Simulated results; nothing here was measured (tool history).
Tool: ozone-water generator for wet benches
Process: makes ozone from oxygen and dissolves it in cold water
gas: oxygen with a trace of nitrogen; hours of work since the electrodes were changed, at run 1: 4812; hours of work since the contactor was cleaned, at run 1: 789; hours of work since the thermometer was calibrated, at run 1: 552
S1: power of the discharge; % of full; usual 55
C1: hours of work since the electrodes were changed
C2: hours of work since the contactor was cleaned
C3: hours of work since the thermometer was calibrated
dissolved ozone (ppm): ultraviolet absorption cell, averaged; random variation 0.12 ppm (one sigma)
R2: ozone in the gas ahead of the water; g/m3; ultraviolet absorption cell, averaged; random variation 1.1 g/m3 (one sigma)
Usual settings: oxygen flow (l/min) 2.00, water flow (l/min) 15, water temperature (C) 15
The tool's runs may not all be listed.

{"run": 1, "day": 0.0, "S1": 55, "oxygen flow (l/min)": 2.0, "water flow (l/min)": 15, "water temperature (C)": 15, "C1": 4812, "C2": 789, "C3": 552, "dissolved ozone (ppm)": 12.0, "R2": 198.9}
{"run": 2, "day": 8.062, "S1": 55, "oxygen flow (l/min)": 2.0, "water flow (l/min)": 15, "water temperature (C)": 15, "C1": 4934, "C2": 911, "C3": 674, "dissolved ozone (ppm)": 12.1, "R2": 197.2}
{"run": 3, "day": 15.979, "S1": 55, "oxygen flow (l/min)": 2.0, "water flow (l/min)": 10, "water temperature (C)": 15, "C1": 5054, "C2": 1031, "C3": 794, "dissolved ozone (ppm)": 18.4, "R2": 200.2}
{"run": 4, "day": 23.079, "S1": 55, "oxygen flow (l/min)": 2.0, "water flow (l/min)": 15, "water temperature (C)": 15, "C1": 5161, "C2": 1138, "C3": 901, "dissolved ozone (ppm)": 11.9, "R2": 200.8}
{"run": 5, "day": 29.421, "S1": 55, "oxygen flow (l/min)": 2.0, "water flow (l/min)": 15, "water temperature (C)": 15, "C1": 5257, "C2": 1234, "C3": 998, "dissolved ozone (ppm)": 11.7, "R2": 199.6}
{"run": 6, "day": 37.292, "S1": 55, "oxygen flow (l/min)": 2.0, "water flow (l/min)": 15, "water temperature (C)": 15, "C1": 5377, "C2": 1354, "C3": 1117, "dissolved ozone (ppm)": 11.9, "R2": 200.3}
{"run": 7, "day": 45.8, "S1": 55, "oxygen flow (l/min)": 2.0, "water flow (l/min)": 15, "water temperature (C)": 11, "C1": 5506, "C2": 1483, "C3": 1246, "dissolved ozone (ppm)": 12.3, "R2": 198.4}
{"run": 8, "day": 51.538, "S1": 55, "oxygen flow (l/min)": 2.0, "water flow (l/min)": 15, "water temperature (C)": 11, "C1": 5593, "C2": 1570, "C3": 1333, "dissolved ozone (ppm)": 12.1, "R2": 198.3}
{"run": 9, "day": 55.662, "S1": 55, "oxygen flow (l/min)": 2.0, "water flow (l/min)": 15, "water temperature (C)": 11, "C1": 5655, "C2": 1632, "C3": 1395, "dissolved ozone (ppm)": 12.3, "R2": 201.5}
{"run": 10, "day": 62.817, "S1": 40, "oxygen flow (l/min)": 2.0, "water flow (l/min)": 15, "water temperature (C)": 15, "C1": 5763, "C2": 1740, "C3": 1504, "dissolved ozone (ppm)": 9.3, "R2": 156.2}
{"run": 11, "day": 70.362, "S1": 40, "oxygen flow (l/min)": 2.0, "water flow (l/min)": 15, "water temperature (C)": 15, "C1": 5878, "C2": 1855, "C3": 1618, "dissolved ozone (ppm)": 9.2, "R2": 156.3}
{"run": 12, "day": 76.212, "S1": 47, "oxygen flow (l/min)": 2.0, "water flow (l/min)": 15, "water temperature (C)": 22, "C1": 5966, "C2": 1943, "C3": 1707, "dissolved ozone (ppm)": 9.9, "R2": 177.0}
{"run": 13, "day": 84.6, "S1": 50, "oxygen flow (l/min)": 2.23, "water flow (l/min)": 19, "water temperature (C)": 14, "C1": 6094, "C2": 2071, "C3": 1834, "dissolved ozone (ppm)": 8.6, "R2": 177.7}
{"run": 14, "day": 91.512, "S1": 73, "oxygen flow (l/min)": 2.0, "water flow (l/min)": 15, "water temperature (C)": 21, "C1": 6198, "C2": 2175, "C3": 1938, "dissolved ozone (ppm)": 14.0, "R2": 248.5}
{"run": 15, "day": 96.592, "S1": 60, "oxygen flow (l/min)": 1.01, "water flow (l/min)": 12, "water temperature (C)": 14, "C1": 6275, "C2": 2252, "C3": 2015, "dissolved ozone (ppm)": 13.4, "R2": 290.7}
{"run": 16, "day": 104.879, "S1": 60, "oxygen flow (l/min)": 1.01, "water flow (l/min)": 12, "water temperature (C)": 14, "C1": 6401, "C2": 2378, "C3": 2141, "dissolved ozone (ppm)": 13.5, "R2": 290.7}
{"run": 17, "day": 109.583, "S1": 60, "oxygen flow (l/min)": 1.01, "water flow (l/min)": 12, "water temperature (C)": 14, "C1": 6472, "C2": 2449, "C3": 2212, "dissolved ozone (ppm)": 13.5, "R2": 291.6}
{"run": 18, "day": 117.558, "S1": 53, "oxygen flow (l/min)": 2.75, "water flow (l/min)": 20, "water temperature (C)": 14, "C1": 6593, "C2": 2570, "C3": 2333, "dissolved ozone (ppm)": 9.0, "R2": 167.4}
{"run": 19, "day": 122.712, "S1": 55, "oxygen flow (l/min)": 2.0, "water flow (l/min)": 19, "water temperature (C)": 10, "C1": 6671, "C2": 2648, "C3": 2411, "dissolved ozone (ppm)": 9.0, "R2": 198.7}
{"run": 20, "day": 129.4, "S1": 54, "oxygen flow (l/min)": 1.78, "water flow (l/min)": 12, "water temperature (C)": 21, "C1": 6772, "C2": 2749, "C3": 2513, "dissolved ozone (ppm)": 13.9, "R2": 207.4}
{"run": 21, "day": 135.017, "S1": 54, "oxygen flow (l/min)": 1.78, "water flow (l/min)": 16, "water temperature (C)": 21, "C1": 6858, "C2": 2835, "C3": 2598, "dissolved ozone (ppm)": 9.8, "R2": 208.0}

5 ways to go on from here, each from the tool as it stands after run 21. What would each give?
{"run": "A", "day": 143.154, "S1": 54, "oxygen flow (l/min)": 1.78, "water flow (l/min)": 16, "water temperature (C)": 13, "C1": 6981, "C2": 2958, "C3": 2721, "dissolved ozone (ppm)": "?", "R2": "?"}
{"run": "B", "day": 143.154, "S1": 55, "oxygen flow (l/min)": 2.0, "water flow (l/min)": 11, "water temperature (C)": 19, "C1": 6981, "C2": 2958, "C3": 2721, "dissolved ozone (ppm)": "?", "R2": "?"}
{"run": "C", "day": 143.154, "S1": 68, "oxygen flow (l/min)": 2.35, "water flow (l/min)": 16, "water temperature (C)": 9, "C1": 6981, "C2": 2958, "C3": 2721, "dissolved ozone (ppm)": "?", "R2": "?"}
{"run": "D", "day": 143.154, "S1": 54, "oxygen flow (l/min)": 1.78, "water flow (l/min)": 16, "water temperature (C)": 8, "C1": 6981, "C2": 2958, "C3": 2721, "dissolved ozone (ppm)": "?", "R2": "?"}
{"run": "E", "day": 143.154, "S1": 47, "oxygen flow (l/min)": 3.3, "water flow (l/min)": 16, "water temperature (C)": 17, "C1": 6981, "C2": 2958, "C3": 2721, "dissolved ozone (ppm)": "?", "R2": "?"}

run=A dissolved_ozone_(ppm)=10.7 R2=208.7
run=B dissolved_ozone_(ppm)=15.9 R2=199.3
run=C dissolved_ozone_(ppm)=14.2 R2=217.9
run=D dissolved_ozone_(ppm)=10.9 R2=205.9
run=E dissolved_ozone_(ppm)=10.7 R2=141.0
Without the tool's hidden state the same runs would have given:
run=A dissolved_ozone_(ppm)=10.7 R2=209.1
run=B dissolved_ozone_(ppm)=16.0 R2=199.8
run=C dissolved_ozone_(ppm)=14.2 R2=218.4
run=D dissolved_ozone_(ppm)=11.0 R2=206.4
run=E dissolved_ozone_(ppm)=10.8 R2=141.3
